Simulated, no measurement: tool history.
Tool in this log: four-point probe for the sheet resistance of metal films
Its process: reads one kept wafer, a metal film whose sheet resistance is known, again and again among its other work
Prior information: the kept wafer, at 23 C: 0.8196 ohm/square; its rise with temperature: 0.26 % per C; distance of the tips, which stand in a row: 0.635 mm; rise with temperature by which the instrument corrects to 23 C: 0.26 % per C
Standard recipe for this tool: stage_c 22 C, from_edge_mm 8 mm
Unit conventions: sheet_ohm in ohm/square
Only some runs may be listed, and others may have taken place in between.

run,hour,stage_c,from_edge_mm,sheet_ohm
1,0.0,22,8,0.824814
2,69.9,22,8,0.825065
3,186.6,22,6,0.827443
4,287.8,22,8,0.825692
5,394.7,22,8,0.825836
6,500.0,22,8,0.825751
7,612.2,22,8,0.826316
8,723.9,22,8,0.826505
# hour 863.5: stage's thermometer calibrated
9,864.0,22,8,0.826773
10,960.4,22,8,0.827100
11,1025.0,22,8,0.827041
12,1084.4,30,8,0.827371
13,1153.2,30,8,0.826856
14,1211.4,22,15,0.825435
15,1309.6,22,15,0.825600
16,1387.6,22,8,0.827784
17,1489.4,22,8,0.827826
# hour 1509.9: stage's thermometer calibrated, once more
18,1615.2,22,8,0.827090
19,1673.3,22,8,0.827226
20,1779.2,22,8,0.827600
21,1909.1,22,8,0.827920
22,2001.2,22,33,0.825524
23,2086.9,20,6,0.830372
24,2154.7,23,8,0.828183
25,2278.6,25,4,0.836631
26,2366.8,25,4,0.836895
27,2486.4,22,25,0.826414
28,2630.3,26,8,0.828957
29,2689.2,29,20,0.826801
30,2803.1,31,4,0.837906
31,2894.3,18,11,0.828659
32,2983.6,18,16,0.828149
33,3069.3,22,16,0.827904
34,3143.0,22,16,0.828681
35,3211.1,34,20,0.827667
36,3343.5,34,20,0.828202
37,3468.4,30,11,0.829481
38,3595.5,30,11,0.830087
39,3732.4,30,11,0.830214
40,3832.1,30,11,0.830030
41,3956.2,21,8,0.831836
42,4072.2,20,46,0.829594
43,4146.2,20,46,0.829817
44,4210.5,23,57,0.829943

Branching from run 44: 4 alternative next runs. What would each branch give?
A,4295.3,19,11,?
B,4295.3,30,57,?
C,4295.3,22,16,?
D,4295.3,18,31,?

run,sheet_ohm
A,0.831820
B,0.829727
C,0.830887
D,0.830550
With the hidden condition removed and each run's random variation left untouched, the same runs would have given:
run,sheet_ohm
A,0.821464
B,0.819406
C,0.820545
D,0.820208
